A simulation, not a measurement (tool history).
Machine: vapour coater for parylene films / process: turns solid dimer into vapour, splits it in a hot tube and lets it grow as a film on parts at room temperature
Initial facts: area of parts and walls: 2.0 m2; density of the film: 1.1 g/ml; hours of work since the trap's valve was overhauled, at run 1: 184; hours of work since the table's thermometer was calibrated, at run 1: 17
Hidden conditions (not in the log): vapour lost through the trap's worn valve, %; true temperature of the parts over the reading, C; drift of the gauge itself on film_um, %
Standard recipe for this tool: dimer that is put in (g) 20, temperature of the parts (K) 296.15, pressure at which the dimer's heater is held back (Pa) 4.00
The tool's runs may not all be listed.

run   hour  dimer that is put in (g)  temperature of the parts (K)  pressure at which the dimer's heater is held back (Pa)  hours of work since the trap's valve was overhauled  hours of work since the table's thermometer was calibrated  thickness of the film (nm)
  1    0.0                        20                        296.15                                                    4.00                                                  184                                                          17                        5620
  2   12.4                        20                        296.15                                                    4.00                                                  192                                                          25                        5650
  3   20.7                        20                        296.15                                                    4.00                                                  197                                                          31                        5670
  4   32.4                        20                        296.15                                                    4.00                                                  204                                                          38                        5560
  5   45.1                        20                        296.15                                                    4.00                                                  212                                                          46                        5580
  6   53.7                        20                        296.15                                                    4.00                                                  218                                                          52                        5680
  7   71.4                        20                        296.15                                                    4.00                                                  229                                                          63                        5570
  8   80.1                        20                        296.15                                                    4.00                                                  235                                                          68                        5570
  9   88.6                        20                        296.15                                                    9.40                                                  240                                                          74                        4850
 10  102.4                        20                        296.15                                                    9.40                                                  249                                                          83                        4800
 11  112.1                        20                        296.15                                                    4.00                                                  255                                                          89                        5580
 12  121.2                        20                        296.15                                                    4.00                                                  261                                                          95                        5420
 13  136.0                        20                        296.15                                                    4.00                                                  270                                                         104                        5490
 14  153.0                        20                        305.15                                                    4.00                                                  281                                                         115                        3670
     155.3  -- table's thermometer calibrated
 15  162.8                        20                        305.15                                                    4.00                                                  287                                                           5                        3760
 16  179.9                        20                        296.15                                                    4.00                                                  298                                                          16                        5430
 17  192.1                        20                        296.15                                                    4.00                                                  306                                                          23                        5470
     201.1  -- table's thermometer calibrated, once more
 18  205.8                        25                        296.15                                                    4.00                                                  314                                                           3                        6740
 19  214.1                        20                        296.15                                                    4.00                                                  319                                                           8                        5440
     220.7  -- trap's valve overhauled
 20  229.0                        20                        296.15                                                    3.35                                                    5                                                          15                        6150
 21  237.3                        20                        295.15                                                    3.35                                                   11                                                          21                        6310
 22  245.3                        20                        295.15                                                    3.35                                                   16                                                          26                        6320
 23  262.3                        20                        295.15                                                    3.35                                                   26                                                          36                        6290
 24  276.9                         9                        307.15                                                    8.20                                                   36                                                          46                        1500
 25  289.2                        22                        291.15                                                    9.11                                                   44                                                          54                        7030
 26  307.0                        22                        291.15                                                    9.11                                                   55                                                          65                        6940
 27  326.2                        20                        295.15                                                    4.00                                                   67                                                          77                        6040
 28  345.5                         8                        297.15                                                   11.12                                                   80                                                          90                        1900
 29  356.5                        15                        306.15                                                    7.84                                                   87                                                          97                        2570
 30  369.8                        15                        306.15                                                    4.48                                                   95                                                         105                        2800
 31  383.9                        22                        293.15                                                    4.48                                                  104                                                         114                        7030
 32  402.2                        22                        293.15                                                    4.48                                                  116                                                         126                        6970
 33  415.8                        18                        297.15                                                    4.00                                                  124                                                         134                        4950
 34  424.1                        11                        304.15                                                    5.55                                                  130                                                         140                        2080
 35  440.8                        11                        294.15                                                    5.93                                                  140                                                         150                        3170
 36  454.5                        11                        294.15                                                    5.93                                                  149                                                         159                        3150
 37  469.6                        10                        307.15                                                    7.75                                                  159                                                         169                        1650
 38  484.8                        20                        290.15                                                    4.00                                                  168                                                         178                        7340
 39  496.0                        20                        290.15                                                    4.00                                                  175                                                         185                        7200
 40  509.2                        20                        290.15                                                    4.00                                                  184                                                         194                        7160
 41  527.3                        20                        291.15                                                    9.82                                                  196                                                         206                        5910
 42  541.7                        21                        308.15                                                    2.71                                                  205                                                         215                        3810

Predict each of these 4 candidate next runs independently; none follows another, all start after run 42:
  A  555.1                        16                        302.15                                                    2.71                                                  213                                                         223                           ?
  B  555.1                        30                        289.15                                                    2.56                                                  213                                                         223                           ?
  C  555.1                        18                        303.15                                                    4.32                                                  213                                                         223                           ?
  D  555.1                        10                        290.15                                                    6.63                                                  213                                                         223                           ?

run  thickness of the film (nm)
  A                        3700
  B                       12080
  C                        3650
  D                        3220
What these runs would have given with no unlogged condition in the tool:
run  thickness of the film (nm)
  A                        3980
  B                       12970
  C                        3920
  D                        3460
